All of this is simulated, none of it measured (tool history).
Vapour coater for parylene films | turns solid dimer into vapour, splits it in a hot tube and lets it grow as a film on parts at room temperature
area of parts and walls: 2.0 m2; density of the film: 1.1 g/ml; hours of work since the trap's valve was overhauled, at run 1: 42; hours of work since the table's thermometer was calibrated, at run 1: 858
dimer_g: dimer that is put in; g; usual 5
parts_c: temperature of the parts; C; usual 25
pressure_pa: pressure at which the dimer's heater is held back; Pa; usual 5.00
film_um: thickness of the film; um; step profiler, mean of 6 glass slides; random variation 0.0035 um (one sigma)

run    hour  dimer_g  parts_c  pressure_pa  hours of work since the trap's valve was overhauled  hours of work since the table's thermometer was calibrated  film_um
  1     0.0        5       25         5.00                                                   42                                                         858    1.136
  2    26.4        5       25         5.00                                                   57                                                         873    1.137
  3    68.2        9       25         5.00                                                   82                                                         898    2.053
  4   103.3        9       25         5.00                                                  102                                                         918    2.041
  5   129.3        9       25         5.00                                                  118                                                         934    2.046
  6   150.5        9       25         5.00                                                  130                                                         946    2.047
  7   181.2        5       25         5.00                                                  148                                                         964    1.140
  8   216.3        5       25         6.57                                                  169                                                         985    1.092
  9   239.2        5       25         6.57                                                  182                                                         998    1.089
 10   260.3        5       23         5.00                                                  195                                                        1011    1.219
 11   289.6        5       25         4.15                                                  212                                                        1028    1.169
 12   335.3        5       28         5.00                                                  239                                                        1055    1.026
 13   366.3        5       31         5.00                                                  257                                                        1073    0.924
 14   401.1        5       31         5.00                                                  277                                                        1093    0.923
 15   430.9        5       31         5.00                                                  295                                                        1111    0.926
 16   458.8        5       25         5.00                                                  311                                                        1127    1.141
 17   488.4        5       25         5.00                                                  329                                                        1145    1.141
 18   515.2        5       25        10.52                                                  344                                                        1161    1.012
 19   560.2        5       23        10.52                                                  371                                                        1187    1.091
 20   603.3        5       23        10.52                                                  396                                                        1212    1.084
 21   626.2        5       23        10.52                                                  410                                                        1226    1.091
 22   657.9        5       20         3.81                                                  428                                                        1244    1.416
 23   707.0        5       20         3.81                                                  457                                                        1273    1.413
 24   731.7        5       20         3.81                                                  472                                                        1288    1.408
 25   771.3        6       25         2.65                                                  495                                                        1311    1.497
 26   822.6        2       20         2.14                                                  525                                                        1341    0.610
      831.0  -- trap's valve overhauled
 27   862.1        2       25         5.00                                                   18                                                        1362    0.457
 28   909.7        2       25         2.94                                                   46                                                        1390    0.492
 29   930.6        5       28        10.22                                                   59                                                        1402    0.922
 30   974.8        5       28        10.22                                                   85                                                        1428    0.924
 31  1000.9        5       33         8.79                                                  100                                                        1444    0.794
 32  1026.9        6       27         7.44                                                  115                                                        1459    1.203
 33  1062.8        4       24         5.00                                                  136                                                        1480    0.941
 34  1089.8        5       27         5.00                                                  152                                                        1496    1.057
 35  1117.9        4       25         5.00                                                  169                                                        1513    0.906
 36  1158.4        5       19         3.20                                                  193                                                        1536    1.504
 37  1204.4        5       19         3.20                                                  220                                                        1563    1.499
 38  1246.7        3       30         5.00                                                  244                                                        1588    0.576

5 ways to go on from here, each from the tool as it stands after run 38. What would each give?
  A  1281.6        5       32         5.15                                                  265                                                        1609        ?
  B  1281.6        2       30         5.00                                                  265                                                        1609        ?
  C  1281.6        5       18         5.00                                                  265                                                        1609        ?
  D  1281.6        4       24         5.00                                                  265                                                        1609        ?
  E  1281.6        2       30         5.00                                                  265                                                        1609        ?

run  film_um
  A    0.886
  B    0.380
  C    1.452
  D    0.941
  E    0.385
Without the tool's hidden state the same runs would have given:
run  film_um
  A    0.887
  B    0.380
  C    1.454
  D    0.942
  E    0.385
